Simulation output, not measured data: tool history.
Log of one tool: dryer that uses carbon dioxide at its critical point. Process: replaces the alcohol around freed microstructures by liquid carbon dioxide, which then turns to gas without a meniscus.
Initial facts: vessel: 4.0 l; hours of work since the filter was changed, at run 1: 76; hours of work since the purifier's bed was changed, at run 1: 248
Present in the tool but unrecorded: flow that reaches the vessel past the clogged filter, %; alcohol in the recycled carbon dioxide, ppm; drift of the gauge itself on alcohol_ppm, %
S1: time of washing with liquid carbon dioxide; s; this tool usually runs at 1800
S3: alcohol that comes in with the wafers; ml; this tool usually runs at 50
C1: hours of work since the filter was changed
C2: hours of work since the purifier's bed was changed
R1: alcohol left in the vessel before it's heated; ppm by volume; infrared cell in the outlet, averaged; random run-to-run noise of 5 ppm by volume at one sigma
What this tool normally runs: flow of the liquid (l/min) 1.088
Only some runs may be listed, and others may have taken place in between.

{"run": 1, "hour": 0.0, "S1": 1800, "flow of the liquid (l/min)": 1.088, "S3": 50, "C1": 76, "C2": 248, "R1": 35}
{"run": 2, "hour": 7.0, "S1": 1800, "flow of the liquid (l/min)": 1.088, "S3": 50, "C1": 80, "C2": 253, "R1": 51}
{"run": 3, "hour": 12.6, "S1": 1800, "flow of the liquid (l/min)": 1.088, "S3": 50, "C1": 84, "C2": 257, "R1": 36}
{"run": 4, "hour": 24.9, "S1": 1800, "flow of the liquid (l/min)": 1.088, "S3": 50, "C1": 92, "C2": 265, "R1": 45}
{"run": 5, "hour": 35.9, "S1": 1380, "flow of the liquid (l/min)": 1.088, "S3": 50, "C1": 100, "C2": 272, "R1": 75}
{"run": 6, "hour": 46.6, "S1": 1380, "flow of the liquid (l/min)": 1.088, "S3": 50, "C1": 107, "C2": 280, "R1": 85}
{"run": 7, "hour": 54.4, "S1": 1800, "flow of the liquid (l/min)": 1.09, "S3": 50, "C1": 112, "C2": 285, "R1": 53}
{"run": 8, "hour": 62.3, "S1": 2280, "flow of the liquid (l/min)": 1.088, "S3": 50, "C1": 118, "C2": 290, "R1": 41}
{"run": 9, "hour": 69.0, "S1": 2400, "flow of the liquid (l/min)": 1.088, "S3": 50, "C1": 122, "C2": 295, "R1": 35}
{"run": 10, "hour": 76.6, "S1": 2400, "flow of the liquid (l/min)": 1.088, "S3": 50, "C1": 127, "C2": 300, "R1": 35}
{"run": 11, "hour": 82.4, "S1": 2400, "flow of the liquid (l/min)": 1.088, "S3": 50, "C1": 131, "C2": 304, "R1": 46}
{"run": 12, "hour": 90.2, "S1": 2400, "flow of the liquid (l/min)": 1.088, "S3": 50, "C1": 137, "C2": 309, "R1": 46}
{"run": 13, "hour": 98.4, "S1": 1800, "flow of the liquid (l/min)": 1.088, "S3": 76, "C1": 142, "C2": 315, "R1": 58}
{"run": 14, "hour": 109.1, "S1": 1800, "flow of the liquid (l/min)": 1.088, "S3": 76, "C1": 150, "C2": 322, "R1": 54}
{"run": 15, "hour": 115.8, "S1": 1440, "flow of the liquid (l/min)": 1.13, "S3": 43, "C1": 154, "C2": 327, "R1": 85}
{"run": 16, "hour": 122.1, "S1": 1440, "flow of the liquid (l/min)": 1.13, "S3": 43, "C1": 158, "C2": 331, "R1": 65}
{"run": 17, "hour": 134.3, "S1": 2400, "flow of the liquid (l/min)": 0.83, "S3": 50, "C1": 167, "C2": 339, "R1": 51}
{"run": 18, "hour": 145.1, "S1": 2160, "flow of the liquid (l/min)": 0.75, "S3": 45, "C1": 174, "C2": 347, "R1": 94}
{"hour": 155.0, "done": "inlet filter changed"}
{"run": 19, "hour": 155.3, "S1": 2100, "flow of the liquid (l/min)": 1.088, "S3": 30, "C1": 0, "C2": 353, "R1": 50}
{"run": 20, "hour": 163.7, "S1": 1500, "flow of the liquid (l/min)": 0.77, "S3": 30, "C1": 6, "C2": 358, "R1": 133}
{"run": 21, "hour": 171.2, "S1": 1500, "flow of the liquid (l/min)": 0.77, "S3": 30, "C1": 11, "C2": 364, "R1": 131}
{"run": 22, "hour": 176.9, "S1": 1500, "flow of the liquid (l/min)": 0.77, "S3": 30, "C1": 15, "C2": 367, "R1": 114}
{"run": 23, "hour": 188.3, "S1": 1500, "flow of the liquid (l/min)": 0.77, "S3": 30, "C1": 23, "C2": 375, "R1": 118}
{"run": 24, "hour": 197.6, "S1": 2100, "flow of the liquid (l/min)": 1.39, "S3": 56, "C1": 29, "C2": 381, "R1": 44}
{"run": 25, "hour": 207.7, "S1": 1740, "flow of the liquid (l/min)": 1.39, "S3": 56, "C1": 36, "C2": 388, "R1": 60}
{"run": 26, "hour": 219.5, "S1": 1200, "flow of the liquid (l/min)": 0.99, "S3": 69, "C1": 44, "C2": 396, "R1": 217}
{"run": 27, "hour": 229.4, "S1": 1200, "flow of the liquid (l/min)": 0.99, "S3": 69, "C1": 50, "C2": 403, "R1": 226}

Had the tool no unlogged condition, and each run kept its random variation, what would the results have been?
run=1 R1=3
run=2 R1=19
run=3 R1=3
run=4 R1=11
run=5 R1=29
run=6 R1=36
run=7 R1=16
run=8 R1=7
run=9 R1=0
run=10 R1=0
run=11 R1=10
run=12 R1=9
run=13 R1=14
run=14 R1=7
run=15 R1=33
run=16 R1=12
run=17 R1=5
run=18 R1=37
run=19 R1=8
run=20 R1=87
run=21 R1=84
run=22 R1=67
run=23 R1=67
run=24 R1=0
run=25 R1=15
run=26 R1=145
run=27 R1=149

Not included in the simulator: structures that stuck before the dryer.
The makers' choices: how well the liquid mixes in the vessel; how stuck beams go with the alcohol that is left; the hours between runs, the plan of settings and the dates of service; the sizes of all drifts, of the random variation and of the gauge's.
